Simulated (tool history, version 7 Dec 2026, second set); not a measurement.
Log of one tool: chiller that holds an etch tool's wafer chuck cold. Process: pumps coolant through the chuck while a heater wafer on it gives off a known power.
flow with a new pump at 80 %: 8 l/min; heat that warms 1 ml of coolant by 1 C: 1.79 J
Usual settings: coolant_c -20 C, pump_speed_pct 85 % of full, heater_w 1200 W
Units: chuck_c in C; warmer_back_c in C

run   hour  coolant_c  pump_speed_pct  heater_w  chuck_c  warmer_back_c
  1      0        -20              85      1200    -11.9           4.74
  2   26.8        -20              85      1200      -12           4.74
  3   56.9        -20              85      1200      -12           4.76
  4   95.9        -12              85      1200     -3.8           4.77
  5  122.1        -20              85      1041      -13           4.21
  6  152.2        -24              85      1041    -16.9            4.2
  7  183.5        -20              85      1200    -11.8           4.86
  8  219.3        -20              85      1059    -13.1           4.32
  9  238.1        -20              85      1059    -12.8           4.33
 10  263.6        -22              85      1059    -14.8           4.38
 11  286.4        -22              85      1059    -14.9           4.37
 12  322.6        -20              85      1200    -11.9           4.99
     352.3  -- gauge calibrated
 13  352.3        -20              85      1200      -12           4.71
 14  376.5        -20              85      1200    -11.9           4.74
 15  407.6        -20              85      1200    -11.9           4.77
 16    438        -20              85      1200    -11.9            4.8
 17  477.5        -20              85      1200    -11.8           4.87
 18  508.5        -20              84       733      -15           2.98
 19  530.5        -28              96       862    -22.6           3.11
 20  560.6        -28              96       862    -22.7           3.15
 21    588        -28              96       862    -22.6           3.18
 22  624.9        -26              96      1032    -19.4           3.78
 23  652.3        -13              63      1697      1.2           9.15
 24  688.4        -13              63      1697      1.3           9.16
 25    715        -20              85      1762     -8.2           7.19
 26  733.9        -16              93      1088       -9           4.16
 27  775.5        -27              95      1176    -19.7           4.45
 28  815.2        -28              61      1326    -16.4           7.51
 29  855.6        -28              85       789    -22.8           3.37
 30  876.6        -28              85       789    -22.7            3.4
 31    908        -14             100      1542     -4.8           5.51
 32  944.5        -14             100      1542     -4.9            5.5

3 ways to go on from here, each from the tool as it stands after run 32. What would each give?
  A  965.8        -17             100      1542        ?              ?
  B  965.8        -17              85      1200        ?              ?
  C  965.8        -20              63      1200        ?              ?

run  chuck_c  warmer_back_c
  A     -7.7           5.53
  B     -9.1           5.11
  C     -9.9           6.73
Without the tool's hidden state the same runs would have given:
run  chuck_c  warmer_back_c
  A     -7.7           5.18
  B     -9.1           4.76
  C     -9.9           6.38
